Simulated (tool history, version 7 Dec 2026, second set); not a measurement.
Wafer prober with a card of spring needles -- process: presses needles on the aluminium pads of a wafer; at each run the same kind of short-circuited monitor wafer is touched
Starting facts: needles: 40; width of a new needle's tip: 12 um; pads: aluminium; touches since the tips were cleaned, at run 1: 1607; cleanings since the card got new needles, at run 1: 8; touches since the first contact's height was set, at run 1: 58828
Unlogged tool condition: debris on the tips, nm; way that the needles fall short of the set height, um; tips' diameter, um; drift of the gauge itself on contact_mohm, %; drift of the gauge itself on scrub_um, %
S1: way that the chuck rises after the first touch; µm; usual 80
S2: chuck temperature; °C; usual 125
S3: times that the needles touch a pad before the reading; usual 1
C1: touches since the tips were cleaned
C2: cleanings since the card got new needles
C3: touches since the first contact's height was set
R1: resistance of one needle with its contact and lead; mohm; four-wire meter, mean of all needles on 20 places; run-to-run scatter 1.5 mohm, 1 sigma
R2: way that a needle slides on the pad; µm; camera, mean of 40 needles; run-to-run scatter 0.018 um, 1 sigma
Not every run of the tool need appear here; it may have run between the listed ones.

run   hour  S1   S2  S3    C1  C2     C3   R1     R2
  1    0.0  80  125   1  1607   8  58828  140  10.65
      11.3  -- tips cleaned on abrasive film
      24.2  -- tips cleaned on abrasive film
  2   24.2  80  125   3     0  10  70518  141  10.70
      36.8  -- tips cleaned on abrasive film
      51.7  -- tips cleaned on abrasive film
      67.2  -- tips cleaned on abrasive film
      75.2  -- height of the first contact set anew
  3   75.2  80  125   1  3751  13      0  139  10.68
      81.5  -- tips cleaned on abrasive film
      95.3  -- tips cleaned on abrasive film
  4   96.7  80  125   1   654  15  10366  139  10.69
     109.1  -- tips cleaned on abrasive film
     124.8  -- tips cleaned on abrasive film
  5  133.0  80  125   1  3971  17  27930  140  10.70
     138.3  -- tips cleaned on abrasive film
     153.1  -- tips cleaned on abrasive film
  6  159.5  80   99   1  3136  19  40749  134  10.69
     168.5  -- tips cleaned on abrasive film
     182.8  -- tips cleaned on abrasive film
     198.1  -- tips cleaned on abrasive film
  7  200.2  85   49   1  1021  22  60393  126  11.40
     211.8  -- tips cleaned on abrasive film
     226.5  -- tips cleaned on abrasive film
  8  227.3  99   49   1   382  24  73502  123  13.23
     240.1  -- tips cleaned on abrasive film
     254.9  -- tips cleaned on abrasive film
  9  255.8  99   49   1   426  26  87274  126  13.26
     267.7  -- tips cleaned on abrasive film
     273.2  -- height of the first contact set anew
     281.6  -- tips cleaned on abrasive film
 10  289.5  80   99   2  3830  28   7901  134  10.71
     295.8  -- tips cleaned on abrasive film
     310.7  -- tips cleaned on abrasive film
 11  321.3  80   40   1  5140  30  23266  125  10.71

Branching from run 11: 3 alternative next runs. What would each branch give?
     324.3  -- tips cleaned on abrasive film
     338.6  -- tips cleaned on abrasive film
     353.3  -- tips cleaned on abrasive film
  A  363.5  75  59   1  4946  33  43679   ?   ?
     324.3  -- tips cleaned on abrasive film
     338.6  -- tips cleaned on abrasive film
     353.3  -- tips cleaned on abrasive film
  B  363.5  78  30   1  4946  33  43679   ?   ?
     324.3  -- tips cleaned on abrasive film
     338.6  -- tips cleaned on abrasive film
     353.3  -- tips cleaned on abrasive film
  C  363.5  90  34   2  4946  33  43679   ?   ?

run   R1     R2
  A  130  10.06
  B  124  10.41
  C  125  12.06
Take away the tool's hidden state, keep each run's random variation, and the runs would have read:
run   R1     R2
  A  129  10.02
  B  124  10.37
  C  125  12.01
